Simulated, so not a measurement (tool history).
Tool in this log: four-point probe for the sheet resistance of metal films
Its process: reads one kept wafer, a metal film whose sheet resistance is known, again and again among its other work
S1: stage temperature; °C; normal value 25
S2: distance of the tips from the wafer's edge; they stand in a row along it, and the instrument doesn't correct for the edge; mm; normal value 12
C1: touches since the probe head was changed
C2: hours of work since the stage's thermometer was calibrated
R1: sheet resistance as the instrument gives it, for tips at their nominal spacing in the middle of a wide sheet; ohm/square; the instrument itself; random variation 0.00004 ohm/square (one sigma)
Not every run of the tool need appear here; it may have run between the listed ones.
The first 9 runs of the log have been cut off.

| run | hour | S1 | S2 | C1 | C2 | R1 |
|---|---|---|---|---|---|---|
| 10 | 101.7 | 25 | 12 | 3745 | 96 | 0.198522 |
| 11 | 108.8 | 25 | 4 | 3925 | 99 | 0.207486 |
| 12 | 115.9 | 25 | 41 | 4106 | 102 | 0.19742 |
| 13 | 127.6 | 25 | 41 | 4407 | 107 | 0.197463 |
| 14 | 142.9 | 29 | 12 | 4797 | 113 | 0.198109 |
| 15 | 157.6 | 25 | 12 | 5173 | 119 | 0.198572 |
| 16 | 173.4 | 25 | 12 | 5576 | 126 | 0.198614 |
| 17 | 181.1 | 25 | 5 | 5772 | 129 | 0.204107 |
| 18 | 188.8 | 19 | 8 | 5971 | 132 | 0.200799 |
| 19 | 199.3 | 22 | 10 | 6239 | 136 | 0.199525 |
| 20 | 211.9 | 19 | 41 | 6561 | 142 | 0.198342 |
| 21 | 219.9 | 30 | 16 | 6764 | 145 | 0.197547 |
| 22 | 232.7 | 23 | 16 | 7092 | 150 | 0.198329 |
| 23 | 240.1 | 23 | 16 | 7281 | 154 | 0.198425 |
| 24 | 254.1 | 29 | 22 | 7638 | 159 | 0.197326 |
| 25 | 269.7 | 25 | 8 | 8038 | 166 | 0.200103 |
| 26 | 281.5 | 19 | 11 | 8339 | 171 | 0.199692 |
| 27 | 294.1 | 19 | 11 | 8662 | 176 | 0.199672 |
| 28 | 302.6 | 26 | 63 | 8879 | 180 | 0.197413 |
| 29 | 314.4 | 26 | 32 | 9179 | 185 | 0.197593 |
| 30 | 325.4 | 25 | 50 | 9462 | 189 | 0.197532 |
| 31 | 341.6 | 25 | 50 | 9875 | 196 | 0.197527 |
| 32 | 349.3 | 25 | 31 | 10071 | 199 | 0.197688 |
| 33 | 366.1 | 25 | 31 | 10502 | 206 | 0.197739 |
| 34 | 381.3 | 22 | 20 | 10890 | 213 | 0.198325 |

5 ways to go on from here, each from the tool as it stands after run 34. What would each give?
| A | 395.9 | 22 | 3 | 11263 | 219 | ? |
| B | 395.9 | 32 | 3 | 11263 | 219 | ? |
| C | 395.9 | 28 | 20 | 11263 | 219 | ? |
| D | 395.9 | 26 | 8 | 11263 | 219 | ? |
| E | 395.9 | 22 | 4 | 11263 | 219 | ? |

| run | R1 |
|---|---|
| A | 0.215255 |
| B | 0.213986 |
| C | 0.197623 |
| D | 0.200093 |
| E | 0.208084 |
Take away the tool's hidden state, keep each run's random variation, and the runs would have read:
| run | R1 |
|---|---|
| A | 0.214898 |
| B | 0.213632 |
| C | 0.197294 |
| D | 0.19976 |
| E | 0.207738 |

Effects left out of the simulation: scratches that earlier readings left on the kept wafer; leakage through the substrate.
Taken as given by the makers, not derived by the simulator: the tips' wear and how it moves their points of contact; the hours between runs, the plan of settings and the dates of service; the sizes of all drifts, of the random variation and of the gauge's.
